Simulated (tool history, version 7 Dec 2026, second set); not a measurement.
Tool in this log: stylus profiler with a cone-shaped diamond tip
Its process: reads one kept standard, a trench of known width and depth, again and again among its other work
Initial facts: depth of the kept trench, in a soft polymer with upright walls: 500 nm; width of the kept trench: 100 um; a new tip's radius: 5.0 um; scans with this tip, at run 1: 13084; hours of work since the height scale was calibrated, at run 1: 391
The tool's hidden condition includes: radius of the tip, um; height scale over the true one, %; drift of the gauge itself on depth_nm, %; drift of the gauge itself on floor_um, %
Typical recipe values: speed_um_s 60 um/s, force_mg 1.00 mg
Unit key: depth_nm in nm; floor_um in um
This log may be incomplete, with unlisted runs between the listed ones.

run,hour,speed_um_s,force_mg,scans with this tip,hours of work since the height scale was calibrated,depth_nm,floor_um
1,0.0,60,1.00,13084,391,502.08,94.00
2,77.5,60,1.00,13437,427,502.15,93.97
3,112.0,60,1.00,13595,443,501.91,93.96
4,154.0,60,1.00,13786,463,501.90,93.96
5,193.7,60,1.00,13967,481,502.03,93.90
6,266.4,60,1.00,14299,515,501.87,93.87
7,317.7,60,1.00,14533,539,501.90,93.85
8,387.4,60,1.00,14851,572,501.96,93.81
9,446.2,60,1.00,15119,599,501.49,93.80
10,495.1,60,1.00,15341,622,501.90,93.73
11,540.6,60,1.00,15549,643,501.71,93.80
12,611.9,60,1.00,15874,677,501.68,93.75
13,659.8,60,1.00,16093,699,501.61,93.71
14,707.4,60,1.00,16310,721,501.60,93.73
15,765.7,60,1.00,16576,749,501.66,93.65
16,811.7,60,1.00,16785,770,501.37,93.67
17,878.2,60,1.00,17089,801,501.35,93.68
18,917.8,60,0.60,17269,820,500.83,93.56
19,960.9,60,0.60,17466,840,500.59,93.49
20,1026.4,60,1.00,17764,870,501.31,93.53
21,1093.4,60,1.00,18070,902,501.57,93.56
22,1150.7,189,1.00,18331,928,501.36,92.61
# hour 1187.3: height scale calibrated on a step standard
23,1227.2,189,1.00,18678,19,502.98,92.60
24,1293.1,189,1.00,18978,49,502.74,92.61
25,1348.2,60,2.23,19230,75,504.85,93.63
26,1419.2,33,2.23,19553,108,504.75,93.72
27,1494.6,33,2.23,19897,144,504.67,93.71
28,1543.7,33,2.23,20121,167,504.63,93.67
29,1610.3,156,1.67,20425,198,503.79,92.89
30,1663.0,156,1.67,20665,222,503.36,92.88
31,1706.5,21,1.14,20863,243,502.75,93.66
32,1779.9,189,1.00,21198,277,502.54,92.43
33,1823.5,191,1.75,21397,297,503.68,92.72
34,1861.7,56,2.39,21571,315,504.70,93.50
35,1893.6,56,2.39,21717,330,504.71,93.41
36,1937.2,39,1.49,21916,351,503.09,93.55
37,1993.6,72,0.62,22173,377,501.49,93.08
38,2025.1,147,2.09,22316,392,503.92,92.91
39,2069.6,147,2.09,22519,412,504.02,92.91
40,2140.0,147,2.09,22840,445,504.01,92.90
41,2196.9,162,1.60,23100,472,503.36,92.70
42,2254.5,73,1.10,23362,499,502.20,93.11
43,2330.0,73,1.10,23707,534,502.47,93.07
44,2366.1,73,1.10,23871,551,502.24,93.08
45,2427.0,144,1.31,24149,579,502.68,92.68
46,2488.7,33,0.53,24430,608,501.11,93.18
47,2557.5,59,1.00,24744,640,501.78,93.07

Consider 3 possible next runs. They are alternatives, not a sequence: every one starts from the tool as it was left by run 47. What does each give?
A,2599.7,126,0.77,24936,660,?,?
B,2599.7,40,0.89,24936,660,?,?
C,2599.7,69,1.00,24936,660,?,?

run,depth_nm,floor_um
A,501.37,92.43
B,501.76,93.23
C,501.64,93.05
With the hidden condition removed and each run's random variation left untouched, the same runs would have given:
run,depth_nm,floor_um
A,502.40,94.57
B,502.80,95.38
C,502.68,95.20

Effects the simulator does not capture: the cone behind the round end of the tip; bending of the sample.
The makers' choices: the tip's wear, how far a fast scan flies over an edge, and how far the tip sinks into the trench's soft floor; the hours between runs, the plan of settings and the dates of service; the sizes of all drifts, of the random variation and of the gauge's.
